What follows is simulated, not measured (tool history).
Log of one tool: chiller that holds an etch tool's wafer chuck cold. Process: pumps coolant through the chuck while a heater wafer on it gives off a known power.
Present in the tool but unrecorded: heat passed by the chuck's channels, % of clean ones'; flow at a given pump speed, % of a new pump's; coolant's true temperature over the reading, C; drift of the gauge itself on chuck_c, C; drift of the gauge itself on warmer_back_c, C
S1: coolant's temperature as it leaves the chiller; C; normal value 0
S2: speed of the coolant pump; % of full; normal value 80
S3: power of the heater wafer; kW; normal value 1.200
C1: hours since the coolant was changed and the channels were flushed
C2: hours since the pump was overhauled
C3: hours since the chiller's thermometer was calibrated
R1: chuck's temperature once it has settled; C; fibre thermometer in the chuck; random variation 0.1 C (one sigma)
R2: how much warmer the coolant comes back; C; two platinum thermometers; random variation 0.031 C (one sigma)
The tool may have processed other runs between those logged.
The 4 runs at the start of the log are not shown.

run 5 hour=140.4 | S1=0 S2=80 S3=1.200 | C1=64 C2=1020 C3=1555 | R1=9.1 R2=2.64
run 6 hour=171.1 | S1=0 S2=61 S3=1.200 | C1=95 C2=1051 C3=1586 | R1=12.5 R2=3.53
run 7 hour=205.7 | S1=0 S2=61 S3=1.200 | C1=129 C2=1086 C3=1620 | R1=12.4 R2=3.54
run 8 hour=242.2 | S1=7 S2=61 S3=1.200 | C1=166 C2=1122 C3=1657 | R1=19.4 R2=3.55
run 9 hour=277.4 | S1=7 S2=61 S3=1.200 | C1=201 C2=1157 C3=1692 | R1=19.6 R2=3.49
run 10 hour=315.5 | S1=0 S2=80 S3=1.200 | C1=239 C2=1196 C3=1730 | R1=9.3 R2=2.54
run 11 hour=357.0 | S1=0 S2=80 S3=1.200 | C1=281 C2=1237 C3=1772 | R1=9.3 R2=2.53
run 12 hour=387.7 | S1=0 S2=80 S3=1.200 | C1=312 C2=1268 C3=1802 | R1=9.4 R2=2.48
run 13 hour=424.4 | S1=0 S2=80 S3=1.200 | C1=348 C2=1304 C3=1839 | R1=9.6 R2=2.51
run 14 hour=447.2 | S1=0 S2=80 S3=0.806 | C1=371 C2=1327 C3=1862 | R1=6.2 R2=1.60
run 15 hour=484.9 | S1=0 S2=80 S3=1.651 | C1=409 C2=1365 C3=1900 | R1=13.0 R2=3.50
run 16 hour=507.7 | S1=0 S2=80 S3=1.200 | C1=431 C2=1388 C3=1922 | R1=9.3 R2=2.47
run 17 hour=548.5 | S1=-4 S2=68 S3=1.200 | C1=472 C2=1429 C3=1963 | R1=7.3 R2=3.03
run 18 hour=579.3 | S1=2 S2=73 S3=0.619 | C1=503 C2=1459 C3=1994 | R1=7.6 R2=1.35
run 19 hour=598.3 | S1=0 S2=60 S3=1.366 | C1=522 C2=1478 C3=2013 | R1=14.5 R2=4.02
run 20 hour=637.5 | S1=0 S2=60 S3=1.366 | C1=561 C2=1518 C3=2052 | R1=14.3 R2=3.98
run 21 hour=681.0 | S1=0 S2=80 S3=0.845 | C1=605 C2=1561 C3=2096 | R1=6.4 R2=1.66
run 22 hour=723.8 | S1=10 S2=78 S3=1.646 | C1=648 C2=1604 C3=2138 | R1=23.1 R2=3.53
run 23 hour=754.6 | S1=10 S2=78 S3=1.646 | C1=678 C2=1635 C3=2169 | R1=23.0 R2=3.56

Run 24 comes next. What will it give?
run 24 hour=784.0 | S1=10 S2=97 S3=0.712 | C1=708 C2=1664 C3=2199 | R1=? R2=?

R1: 14.5 C
R2: 1.04 C
With no hidden state in the tool, this same run would have given R1 14.5 C, R2 1.25 C.
